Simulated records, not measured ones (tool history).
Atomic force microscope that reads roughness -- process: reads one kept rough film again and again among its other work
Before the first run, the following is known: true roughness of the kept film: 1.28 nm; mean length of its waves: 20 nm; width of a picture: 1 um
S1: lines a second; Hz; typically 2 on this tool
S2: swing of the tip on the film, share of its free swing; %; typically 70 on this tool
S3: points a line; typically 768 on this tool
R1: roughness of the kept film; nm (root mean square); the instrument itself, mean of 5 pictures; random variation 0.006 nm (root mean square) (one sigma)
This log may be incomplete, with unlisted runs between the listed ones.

| run | day | S1 | S2 | S3 | R1 |
|---|---|---|---|---|---|
| 1 | 0 | 2 | 70 | 768 | 1.117 |
| 2 | 1.208 | 1.89 | 70 | 768 | 1.129 |
| 3 | 2.338 | 1.89 | 70 | 768 | 1.116 |
| 4 | 3.888 | 2 | 70 | 768 | 1.11 |
|  | 3.992 | new tip fitted |
| 5 | 5.188 | 2 | 70 | 768 | 1.118 |
| 6 | 6.633 | 2 | 70 | 768 | 1.124 |
| 7 | 7.721 | 2 | 70 | 367 | 1.106 |
|  | 8.188 | new tip fitted |
| 8 | 9.375 | 2 | 70 | 367 | 1.101 |
| 9 | 10.796 | 0.77 | 70 | 768 | 1.172 |
| 10 | 12.312 | 0.77 | 70 | 768 | 1.16 |
|  | 12.483 | new tip fitted |
|  | 13.742 | height scale calibrated on a step standard |
| 11 | 13.742 | 0.77 | 70 | 768 | 1.17 |
| 12 | 14.908 | 2 | 79 | 768 | 1.068 |
| 13 | 16.196 | 2 | 79 | 768 | 1.067 |
|  | 16.725 | new tip fitted |
| 14 | 17.488 | 1 | 79 | 768 | 1.123 |
| 15 | 18.871 | 1 | 79 | 768 | 1.131 |
| 16 | 20.217 | 1 | 79 | 768 | 1.124 |
|  | 20.958 | new tip fitted |
| 17 | 21.308 | 1 | 79 | 768 | 1.131 |
| 18 | 22.629 | 1.61 | 79 | 768 | 1.093 |
| 19 | 24.246 | 2 | 70 | 768 | 1.118 |
|  | 25.15 | new tip fitted |
| 20 | 25.867 | 2 | 70 | 768 | 1.119 |
| 21 | 26.838 | 2 | 70 | 768 | 1.114 |
| 22 | 27.75 | 2 | 70 | 768 | 1.115 |
| 23 | 28.638 | 1.88 | 70 | 768 | 1.13 |
|  | 29.338 | new tip fitted |
| 24 | 30.162 | 1.09 | 70 | 768 | 1.15 |
| 25 | 31.483 | 1.09 | 70 | 768 | 1.152 |
| 26 | 32.371 | 1.09 | 70 | 768 | 1.144 |
|  | 33.496 | new tip fitted |
| 27 | 33.842 | 1.19 | 70 | 768 | 1.148 |
| 28 | 34.904 | 1.38 | 58 | 305 | 1.144 |
| 29 | 36.371 | 1.38 | 58 | 305 | 1.138 |
| 30 | 37.217 | 3.13 | 58 | 766 | 1.136 |
|  | 37.738 | new tip fitted |
| 31 | 38.429 | 2 | 61 | 768 | 1.158 |
| 32 | 39.408 | 0.81 | 73 | 768 | 1.157 |
| 33 | 41.021 | 0.81 | 73 | 768 | 1.16 |
|  | 41.983 | new tip fitted |
| 34 | 42.417 | 0.81 | 73 | 450 | 1.149 |
| 35 | 43.942 | 1.16 | 67 | 768 | 1.158 |
| 36 | 45.288 | 0.79 | 70 | 768 | 1.173 |
|  | 46.167 | new tip fitted |
| 37 | 46.283 | 1.14 | 82 | 768 | 1.112 |
| 38 | 47.104 | 3.75 | 77 | 962 | 0.994 |
| 39 | 48.083 | 1.88 | 70 | 767 | 1.114 |
| 40 | 49.004 | 1.88 | 63 | 493 | 1.131 |
|  | 50.438 | new tip fitted |
| 41 | 50.654 | 1.88 | 63 | 493 | 1.13 |
| 42 | 51.45 | 1.88 | 63 | 493 | 1.139 |
| 43 | 52.3 | 1.48 | 62 | 510 | 1.15 |
| 44 | 53.054 | 0.85 | 86 | 768 | 1.118 |
| 45 | 54.396 | 0.85 | 86 | 768 | 1.121 |
|  | 54.604 | new tip fitted |
| 46 | 55.408 | 2 | 61 | 379 | 1.13 |
| 47 | 56.762 | 2 | 61 | 379 | 1.136 |
| 48 | 58.25 | 2 | 61 | 379 | 1.132 |
|  | 58.792 | new tip fitted |
| 49 | 59.183 | 2 | 61 | 379 | 1.137 |
| 50 | 60.338 | 1.97 | 87 | 794 | 1.029 |
| 51 | 61.167 | 1.97 | 87 | 794 | 1.022 |

Predict each of these 3 candidate next runs independently; none follows another, all start after run 51:
| A | 62.112 | 1.97 | 80 | 794 | ? |
| B | 62.112 | 1.02 | 77 | 271 | ? |
| C | 62.112 | 0.68 | 70 | 768 | ? |

| run | R1 |
|---|---|
| A | 1.056 |
| B | 1.084 |
| C | 1.155 |
With the hidden condition removed and each run's random variation left untouched, the same runs would have given:
| run | R1 |
|---|---|
| A | 1.058 |
| B | 1.086 |
| C | 1.157 |

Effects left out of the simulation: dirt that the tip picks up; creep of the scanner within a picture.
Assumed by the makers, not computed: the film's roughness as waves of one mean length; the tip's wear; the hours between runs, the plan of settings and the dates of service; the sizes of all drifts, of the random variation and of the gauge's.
